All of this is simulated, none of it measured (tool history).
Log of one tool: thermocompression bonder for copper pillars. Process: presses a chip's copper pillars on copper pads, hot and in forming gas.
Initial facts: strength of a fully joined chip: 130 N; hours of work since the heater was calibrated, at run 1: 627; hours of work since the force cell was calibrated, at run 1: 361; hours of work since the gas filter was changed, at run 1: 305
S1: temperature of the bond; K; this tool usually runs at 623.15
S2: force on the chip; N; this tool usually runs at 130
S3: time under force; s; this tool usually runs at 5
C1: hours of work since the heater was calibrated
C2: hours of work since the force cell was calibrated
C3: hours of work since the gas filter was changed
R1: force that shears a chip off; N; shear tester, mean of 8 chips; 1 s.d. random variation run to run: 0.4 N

run	hour	S1	S2	S3	C1	C2	C3	R1
1	0.0	623.15	130	5	627	361	305	75.1
2	22.6	623.15	130	5	643	378	322	75.4
3	39.6	623.15	130	5	656	390	334	75.7
4	58.7	623.15	130	5	669	404	348	75.3
# hour 72.7: forming gas filter changed
5	74.6	623.15	103	5	681	415	1	69.7
6	87.4	623.15	103	5	690	424	11	69.1
7	106.7	623.15	169	5	704	438	25	86.7
8	124.1	623.15	130	12	716	451	37	97.8
9	148.9	643.15	130	5	734	469	55	85.9
10	163.4	643.15	130	5	745	479	66	86.0
11	184.2	643.15	130	5	760	494	81	84.2
12	196.9	623.15	130	5	769	503	90	76.1
13	210.2	623.15	130	5	779	513	100	75.8
14	236.0	623.15	142	5	797	532	118	78.8
15	252.1	623.15	142	5	809	543	130	78.3
16	271.0	623.15	166	5	823	557	144	83.7
17	292.7	648.15	130	5	839	573	159	86.3
18	315.4	623.15	130	5	855	589	176	74.7
19	327.9	623.15	79	13	864	598	185	78.9
20	345.7	623.15	79	13	877	611	198	79.5
21	361.9	623.15	139	5	889	623	209	76.3
22	380.2	623.15	139	5	902	636	223	76.4
23	402.8	646.15	89	5	918	653	239	71.3
24	419.6	646.15	127	13	930	665	251	104.5
25	441.9	646.15	127	13	947	681	267	102.6
26	461.9	646.15	127	13	961	695	282	102.7
# hour 472.0: force cell calibrated
27	483.5	646.15	127	13	976	8	296	105.8
28	505.3	646.15	127	13	991	24	312	105.5
29	529.7	646.15	127	13	1009	42	330	106.1
30	551.3	646.15	127	13	1025	57	345	104.9
31	565.6	652.15	130	9	1035	68	356	100.8
# hour 568.3: forming gas filter changed
32	584.5	623.15	153	5	1048	81	12	83.9
33	609.3	623.15	130	15	1066	99	30	102.3
34	629.1	623.15	130	15	1081	113	44	102.5
35	640.5	623.15	130	15	1089	122	52	103.2

Consider 5 possible next runs. They are alternatives, not a sequence: every one starts from the tool as it was left by run 35. What does each give?
A	661.3	602.15	177	8	1104	137	67	?
B	661.3	652.15	93	5	1104	137	67	?
C	661.3	610.15	130	4	1104	137	67	?
D	661.3	623.15	122	15	1104	137	67	?
E	661.3	608.15	119	5	1104	137	67	?

run	R1
A	89.1
B	78.3
C	65.7
D	99.9
E	66.7
Stripped of hidden state, with their random variation kept, the same runs would have yielded:
run	R1
A	94.3
B	82.9
C	70.5
D	104.6
E	71.6
